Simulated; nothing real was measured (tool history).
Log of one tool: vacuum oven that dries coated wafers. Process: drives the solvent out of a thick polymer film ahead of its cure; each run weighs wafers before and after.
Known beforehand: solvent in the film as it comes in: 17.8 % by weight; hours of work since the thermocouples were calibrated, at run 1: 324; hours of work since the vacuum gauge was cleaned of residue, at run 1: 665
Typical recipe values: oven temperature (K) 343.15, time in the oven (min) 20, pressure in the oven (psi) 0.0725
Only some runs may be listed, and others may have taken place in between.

run    hour  oven temperature (K)  time in the oven (min)  pressure in the oven (psi)  hours of work since the thermocouples were calibrated  hours of work since the vacuum gauge was cleaned of residue  solvent left in the film (%)
  1       0                343.15                      20                      0.0725                                                    324                                                          665                          2.59
  2    36.3                337.15                      20                      0.0725                                                    350                                                          690                          4.83
  3    61.7                337.15                      20                      0.0725                                                    367                                                          708                          4.91
  4      86                337.15                      20                      0.0725                                                    385                                                          725                          4.88
  5   115.5                336.15                      20                      0.0725                                                    405                                                          746                          5.32
  6   136.1                336.15                      20                      0.0725                                                    420                                                          761                          5.34
  7   175.6                343.15                      20                      0.0725                                                    448                                                          788                          2.59
  8   205.9                343.15                      20                      0.0725                                                    469                                                          810                          2.64
  9   243.9                343.15                      20                      0.0624                                                    496                                                          837                          2.58
 10   283.5                343.15                      20                      0.0624                                                    524                                                          864                          2.45
 11   316.6                343.15                      20                      0.0624                                                    547                                                          888                          2.49
 12   342.5                343.15                      20                      0.0624                                                    565                                                          906                          2.51
 13   384.9                343.15                      20                      0.0725                                                    595                                                          936                          2.59
 14   419.9                343.15                      20                       0.085                                                    620                                                          961                          2.63
 15   441.8                343.15                      20                       0.085                                                    635                                                          976                          2.66
 16   475.9                343.15                      20                       0.085                                                    659                                                         1000                          2.58
 17   512.2                343.15                      20                      0.0725                                                    685                                                         1025                          2.49
 18   534.8                343.15                      20                      0.0725                                                    701                                                         1041                          2.49
 19   575.5                343.15                      20                      0.0725                                                    729                                                         1070                           2.5
 20   598.9                356.15                      20                      0.0725                                                    746                                                         1087                          0.55
 21   636.5                343.15                      20                      0.0725                                                    772                                                         1113                          2.49
 22     671                343.15                      20                      0.2302                                                    796                                                         1137                           3.7
 23   697.7                343.15                      20                      0.0719                                                    815                                                         1156                           2.5
 24   740.5                343.15                      20                      0.0719                                                    845                                                         1186                          2.44
      762.6  -- oven's thermocouples calibrated
 25     769                339.15                      11                      0.1092                                                      4                                                         1205                          7.18
 26   806.9                339.15                      11                      0.1092                                                     31                                                         1232                          7.36
      812.5  -- vacuum gauge cleaned of residue and calibrated
 27   840.8                339.15                      11                      0.1092                                                     54                                                           20                          7.47
 28   885.6                334.15                      10                      0.1854                                                     86                                                           51                         10.36
 29   912.7                349.15                      13                      0.1682                                                    105                                                           71                          2.98
 30   960.3                342.15                      33                      0.0466                                                    138                                                          104                          1.39
 31   989.2                333.15                      20                      0.1192                                                    158                                                          124                          7.22
 32  1032.7                346.15                      13                      0.1178                                                    189                                                          155                          3.73
 33  1055.6                346.15                      13                      0.1178                                                    205                                                          171                          3.69
 34  1087.9                339.15                      31                      0.0392                                                    228                                                          194                          2.08
     1108.3  -- vacuum gauge cleaned of residue and calibrated, once more
 35  1133.4                339.15                      28                      0.1391                                                    259                                                           18                           3.1
 36  1164.8                343.15                      30                      0.1391                                                    281                                                           40                          1.81
 37  1204.2                343.15                      30                      0.1391                                                    309                                                           67                           1.8
 38  1248.5                334.15                      10                      0.1851                                                    340                                                           99                         10.13
 39  1296.3                343.15                      20                      0.0725                                                    374                                                          132                          2.38
 40  1327.1                343.15                      12                      0.2776                                                    395                                                          154                          5.92
 41  1355.9                351.15                      11                      0.2693                                                    416                                                          174                           3.3
 42  1405.3                351.15                      11                      0.2693                                                    450                                                          209                           3.3
 43  1440.9                351.15                      11                      0.2693                                                    476                                                          234                          3.25
 44    1464                351.15                      11                      0.2693                                                    492                                                          250                          3.26
 45  1492.7                330.15                      10                      0.0701                                                    512                                                          271                         10.63
 46  1514.3                352.15                      20                      0.0754                                                    527                                                          286                          0.74
 47  1561.6                343.15                      36                      0.0725                                                    560                                                          319                             1

Forecast each of these 4 alternatives for the next run:
  A  1590.5                343.15                      20                      0.1413                                                    581                                                          340                             ?
  B  1590.5                345.15                      20                      0.0725                                                    581                                                          340                             ?
  C  1590.5                334.15                      32                      0.0909                                                    581                                                          340                             ?
  D  1590.5                343.15                      22                      0.0725                                                    581                                                          340                             ?

run  solvent left in the film (%)
  A                          2.92
  B                           1.8
  C                          3.78
  D                          2.01
What these runs would have given with no unlogged condition in the tool:
run  solvent left in the film (%)
  A                          3.23
  B                          2.04
  C                          4.16
  D                          2.27

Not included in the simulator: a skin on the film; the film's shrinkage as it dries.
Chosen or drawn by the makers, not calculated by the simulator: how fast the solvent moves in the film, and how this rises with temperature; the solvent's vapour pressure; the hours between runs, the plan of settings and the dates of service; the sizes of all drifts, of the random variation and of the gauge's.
